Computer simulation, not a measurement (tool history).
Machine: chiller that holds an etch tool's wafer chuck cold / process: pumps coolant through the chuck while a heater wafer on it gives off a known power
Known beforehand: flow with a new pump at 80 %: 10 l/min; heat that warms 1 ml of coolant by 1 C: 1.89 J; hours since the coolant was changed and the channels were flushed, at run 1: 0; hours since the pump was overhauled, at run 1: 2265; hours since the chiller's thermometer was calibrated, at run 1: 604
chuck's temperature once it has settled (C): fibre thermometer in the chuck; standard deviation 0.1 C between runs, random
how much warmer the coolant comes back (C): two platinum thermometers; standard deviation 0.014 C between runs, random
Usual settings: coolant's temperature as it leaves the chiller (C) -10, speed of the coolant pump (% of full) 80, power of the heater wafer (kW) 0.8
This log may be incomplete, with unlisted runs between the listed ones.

| run | hour | coolant's temperature as it leaves the chiller (C) | speed of the coolant pump (% of full) | power of the heater wafer (kW) | hours since the coolant was changed and the channels were flushed | hours since the pump was overhauled | hours since the chiller's thermometer was calibrated | chuck's temperature once it has settled (C) | how much warmer the coolant comes back (C) |
|---|---|---|---|---|---|---|---|---|---|
| 1 | 0 | -10 | 80 | 0.8 | 0 | 2265 | 604 | -3 | 2.64 |
| 2 | 66.8 | -10 | 93 | 0.8 | 67 | 2332 | 671 | -3.5 | 2.28 |
| 3 | 214.7 | -10 | 80 | 1.071 | 215 | 2480 | 819 | -0.6 | 3.59 |
| 4 | 344 | -10 | 80 | 1.071 | 344 | 2609 | 948 | -0.5 | 3.59 |
| 5 | 454.6 | -10 | 80 | 1.071 | 455 | 2720 | 1058 | -0.4 | 3.61 |
| 6 | 570.1 | -10 | 80 | 1.071 | 570 | 2835 | 1174 | -0.3 | 3.62 |
| 7 | 682.8 | -10 | 80 | 1.071 | 683 | 2948 | 1287 | -0.3 | 3.62 |
| 8 | 758.1 | -10 | 80 | 1.071 | 758 | 3023 | 1362 | 0 | 3.64 |
| 9 | 915.8 | -10 | 80 | 0.8 | 916 | 3181 | 1520 | -2.5 | 2.7 |
| 10 | 1027 | -10 | 80 | 0.8 | 1027 | 3292 | 1631 | -2.4 | 2.71 |
| 11 | 1102 | -10 | 80 | 0.8 | 1102 | 3367 | 1706 | -2.3 | 2.76 |
| 12 | 1211.1 | -10 | 80 | 0.8 | 1211 | 3476 | 1815 | -2.2 | 2.76 |
| 13 | 1297.5 | -10 | 76 | 0.8 | 1297 | 3562 | 1901 | -1.7 | 2.91 |
| 14 | 1447.5 | -16 | 80 | 0.8 | 1448 | 3712 | 2051 | -8 | 2.76 |
| 15 | 1591.9 | -10 | 80 | 0.8 | 1592 | 3857 | 2196 | -1.8 | 2.76 |
| 16 | 1745.7 | -10 | 80 | 0.8 | 1746 | 4011 | 2349 | -1.7 | 2.75 |
|  | 1753.6 | chiller's thermometer calibrated |
| 17 | 1813 | -3 | 76 | 0.8 | 1812 | 4077 | 59 | 5.9 | 2.95 |
| 18 | 1965.8 | -3 | 76 | 0.807 | 1965 | 4230 | 212 | 6.1 | 2.98 |
| 19 | 2089 | -10 | 67 | 0.435 | 2088 | 4353 | 335 | -4 | 1.84 |
| 20 | 2190.3 | -11 | 62 | 0.65 | 2189 | 4454 | 437 | -2.2 | 2.99 |
|  | 2263 | coolant pump overhauled |
| 21 | 2315.9 | -8 | 76 | 0.8 | 2310 | 53 | 557 | 0.9 | 2.67 |
| 22 | 2401.7 | -3 | 85 | 0.532 | 2396 | 139 | 643 | 3.2 | 1.59 |
| 23 | 2515.5 | -10 | 68 | 0.589 | 2510 | 253 | 757 | -2.7 | 2.23 |
|  | 2641.4 | chiller's thermometer calibrated, once more |
| 24 | 2655.3 | -10 | 68 | 0.589 | 2648 | 391 | 14 | -3.8 | 2.22 |
|  | 2779.7 | coolant changed, channels flushed |
| 25 | 2807.1 | -9 | 100 | 0.494 | 27 | 537 | 160 | -5.5 | 1.25 |
| 26 | 2877.6 | -12 | 73 | 0.8 | 98 | 608 | 230 | -4.9 | 2.82 |
| 27 | 2995 | -19 | 83 | 0.8 | 215 | 725 | 348 | -12.5 | 2.47 |
| 28 | 3086.9 | -1 | 61 | 0.571 | 307 | 817 | 440 | 4.9 | 2.44 |
| 29 | 3161.3 | -1 | 61 | 0.571 | 382 | 891 | 514 | 4.9 | 2.46 |
| 30 | 3237.8 | -1 | 61 | 0.571 | 458 | 968 | 590 | 4.9 | 2.48 |
| 31 | 3392 | -1 | 61 | 0.571 | 612 | 1122 | 745 | 4.9 | 2.46 |

Hidden state or all else? Some run-to-run changes of chuck's temperature once it has settled (C), split into what the settings, what came in and random variation would give without the hidden state, and what is left for the hidden state (with any gauge scatter that isn't in both results):
Unlogged tool condition in this case: heat passed by the chuck's channels, % of clean ones'; flow at a given pump speed, % of a new pump's; coolant's true temperature over the reading, C; drift of the gauge itself on chuck_c, C; drift of the gauge itself on warmer_back_c, C.
Run 16 -> 17: coolant's temperature as it leaves the chiller (C) -10 -> -3, speed of the coolant pump (% of full) 80 -> 76, chiller's thermometer calibrated. chuck's temperature once it has settled (C) +7.6: hidden state +0.5, all else +7.1.
Run 18 -> 19: coolant's temperature as it leaves the chiller (C) -3 -> -10, speed of the coolant pump (% of full) 76 -> 67, power of the heater wafer (kW) 0.807 -> 0.435. chuck's temperature once it has settled (C) -10.1: hidden state -0.4, all else -9.7.
Run 23 -> 24: chiller's thermometer calibrated, once more. chuck's temperature once it has settled (C) -1.1: hidden state -1.2, all else +0.1.
Run 24 -> 25: coolant's temperature as it leaves the chiller (C) -10 -> -9, speed of the coolant pump (% of full) 68 -> 100, power of the heater wafer (kW) 0.589 -> 0.494, coolant changed, channels flushed. chuck's temperature once it has settled (C) -1.7: hidden state -0.8, all else -0.9.
Run 27 -> 28: coolant's temperature as it leaves the chiller (C) -19 -> -1, speed of the coolant pump (% of full) 83 -> 61, power of the heater wafer (kW) 0.8 -> 0.571. chuck's temperature once it has settled (C) +17.4: hidden state +0, all else +17.4.
